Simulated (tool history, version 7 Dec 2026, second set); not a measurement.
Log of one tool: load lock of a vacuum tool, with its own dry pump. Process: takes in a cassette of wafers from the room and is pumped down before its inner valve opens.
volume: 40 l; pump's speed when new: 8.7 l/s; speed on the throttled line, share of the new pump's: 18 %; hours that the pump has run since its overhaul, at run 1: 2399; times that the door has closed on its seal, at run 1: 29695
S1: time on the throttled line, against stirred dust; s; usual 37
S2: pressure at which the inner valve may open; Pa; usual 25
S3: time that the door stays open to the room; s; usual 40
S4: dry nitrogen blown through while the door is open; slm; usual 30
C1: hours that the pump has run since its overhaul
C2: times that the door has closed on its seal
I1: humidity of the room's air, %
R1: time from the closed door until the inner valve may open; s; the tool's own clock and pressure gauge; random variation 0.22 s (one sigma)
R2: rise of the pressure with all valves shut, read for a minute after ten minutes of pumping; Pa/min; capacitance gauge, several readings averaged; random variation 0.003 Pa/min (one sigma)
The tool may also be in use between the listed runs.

Run 1, hour 0.0: usual settings; C1 2399; C2 29695; I1 46.2. Result: R1 69.5 s, R2 0.430 Pa/min.
At hour 101.4: door's seal changed, seat wiped.
Run 2, hour 146.0: usual settings; C1 2543; C2 156; I1 45.4. Result: R1 69.6 s, R2 0.025 Pa/min.
Run 3, hour 300.3: usual settings; C1 2697; C2 698; I1 44.1. Result: R1 69.9 s, R2 0.026 Pa/min.
Run 4, hour 455.6: usual settings; C1 2853; C2 1244; I1 43.9. Result: R1 70.2 s, R2 0.030 Pa/min.
Run 5, hour 531.0: usual settings but S4 9 slm; C1 2928; C2 1509; I1 46.7. Result: R1 69.6 s, R2 0.039 Pa/min.
Run 6, hour 688.5: usual settings but S4 9 slm; C1 3086; C2 2062; I1 42.4. Result: R1 69.7 s, R2 0.044 Pa/min.
Run 7, hour 856.3: usual settings but S4 9 slm; C1 3253; C2 2652; I1 48.0. Result: R1 70.0 s, R2 0.058 Pa/min.
Run 8, hour 1019.2: usual settings; C1 3416; C2 3224; I1 46.0. Result: R1 70.2 s, R2 0.043 Pa/min.
Run 9, hour 1172.3: usual settings; C1 3569; C2 3762; I1 49.4. Result: R1 70.2 s, R2 0.047 Pa/min.
Run 10, hour 1260.3: usual settings; C1 3657; C2 4071; I1 42.9. Result: R1 69.9 s, R2 0.051 Pa/min.
Run 11, hour 1349.6: usual settings but S1 70 s; C1 3747; C2 4385; I1 49.0. Result: R1 96.9 s, R2 0.053 Pa/min.
Run 12, hour 1461.1: usual settings but S1 70 s; C1 3858; C2 4777; I1 47.6. Result: R1 96.7 s, R2 0.051 Pa/min.
Run 13, hour 1536.3: usual settings but S1 70 s; C1 3933; C2 5041; I1 42.4. Result: R1 96.8 s, R2 0.050 Pa/min.
Run 14, hour 1612.5: usual settings but S1 70 s; C1 4010; C2 5309; I1 45.3. Result: R1 97.2 s, R2 0.054 Pa/min.
Run 15, hour 1743.1: usual settings but S1 70 s, S2 27 Pa; C1 4140; C2 5768; I1 45.1. Result: R1 96.3 s, R2 0.062 Pa/min.
Run 16, hour 1881.7: usual settings but S1 72 s; C1 4279; C2 6255; I1 46.4. Result: R1 98.7 s, R2 0.069 Pa/min.
Run 17, hour 1980.2: usual settings but S1 72 s; C1 4377; C2 6601; I1 43.5. Result: R1 98.1 s, R2 0.067 Pa/min.
Run 18, hour 2051.3: usual settings but S1 72 s; C1 4448; C2 6851; I1 44.8. Result: R1 98.0 s, R2 0.075 Pa/min.
Run 19, hour 2142.9: usual settings but S1 39 s, S3 39 s; C1 4540; C2 7172; I1 45.2. Result: R1 71.8 s, R2 0.071 Pa/min.
Run 20, hour 2294.5: usual settings but S1 39 s, S3 39 s; C1 4692; C2 7705; I1 45.4. Result: R1 71.7 s, R2 0.075 Pa/min.
Run 21, hour 2410.4: usual settings but S1 29 s, S2 32 Pa, S3 160 s; C1 4808; C2 8112; I1 44.6. Result: R1 62.5 s, R2 0.101 Pa/min.
Run 22, hour 2557.1: usual settings but S1 30 s, S4 37 slm; C1 4954; C2 8628; I1 45.2. Result: R1 64.3 s, R2 0.079 Pa/min.
Run 23, hour 2720.0: usual settings but S1 30 s, S4 18 slm; C1 5117; C2 9200; I1 43.1. Result: R1 64.3 s, R2 0.096 Pa/min.
Run 24, hour 2856.7: usual settings but S1 30 s, S4 18 slm; C1 5254; C2 9680; I1 47.0. Result: R1 64.5 s, R2 0.108 Pa/min.
Run 25, hour 2951.3: usual settings but S1 70 s, S3 103 s, S4 12 slm; C1 5348; C2 10013; I1 44.1. Result: R1 97.1 s, R2 0.128 Pa/min.
Run 26, hour 3107.6: usual settings but S1 61 s, S2 35 Pa, S3 162 s, S4 16 slm; C1 5505; C2 10562; I1 47.3. Result: R1 88.2 s, R2 0.148 Pa/min.
Run 27, hour 3179.2: usual settings but S1 50 s, S2 35 Pa, S3 27 s, S4 9 slm; C1 5576; C2 10814; I1 45.4. Result: R1 79.3 s, R2 0.118 Pa/min.
Run 28, hour 3297.1: usual settings but S2 19 Pa, S3 79 s; C1 5694; C2 11228; I1 46.9. Result: R1 72.0 s, R2 0.120 Pa/min.
Run 29, hour 3398.7: usual settings but S2 19 Pa, S3 79 s; C1 5796; C2 11585; I1 47.5. Result: R1 71.6 s, R2 0.131 Pa/min.
Run 30, hour 3565.3: usual settings but S1 22 s, S2 38 Pa, S3 112 s, S4 4 slm; C1 5963; C2 12170; I1 48.5. Result: R1 56.3 s, R2 0.166 Pa/min.
Run 31, hour 3717.6: usual settings but S2 26 Pa, S3 215 s; C1 6115; C2 12705; I1 44.0. Result: R1 70.3 s, R2 0.159 Pa/min.
Run 32, hour 3840.9: usual settings but S2 26 Pa, S3 215 s; C1 6238; C2 13138; I1 48.2. Result: R1 70.2 s, R2 0.170 Pa/min.
Run 33, hour 3972.2: usual settings but S2 26 Pa, S3 215 s; C1 6369; C2 13600; I1 40.8. Result: R1 70.4 s, R2 0.160 Pa/min.
Run 34, hour 4062.3: usual settings but S2 26 Pa, S3 215 s; C1 6459; C2 13916; I1 44.1. Result: R1 70.5 s, R2 0.175 Pa/min.
Run 35, hour 4153.0: usual settings but S1 34 s, S2 42 Pa, S3 39 s, S4 14 slm; C1 6550; C2 14235; I1 47.9. Result: R1 65.6 s, R2 0.160 Pa/min.
Run 36, hour 4309.6: usual settings but S1 34 s, S2 42 Pa, S3 39 s, S4 14 slm; C1 6707; C2 14785; I1 45.7. Result: R1 65.8 s, R2 0.167 Pa/min.

3 ways to go on from here, each from the tool as it stands after run 36. What would each give?
Run A, hour 4387.8: usual settings but S1 27 s; C1 6785; C2 15060; I1 47.1. Result: R1 ?, R2 ?.
Run B, hour 4387.8: usual settings but S1 69 s, S2 42 Pa, S3 127 s, S4 4 slm; C1 6785; C2 15060; I1 41.0. Result: R1 ?, R2 ?.
Run C, hour 4387.8: usual settings but S1 51 s, S2 20 Pa, S3 128 s; C1 6785; C2 15060; I1 40.5. Result: R1 ?, R2 ?.

run    R1     R2
  A  62.4  0.162
  B  93.6  0.198
  C  83.1  0.176
Without the tool's hidden state the same runs would have given:
run    R1     R2
  A  60.1  0.022
  B  92.0  0.057
  C  81.0  0.033
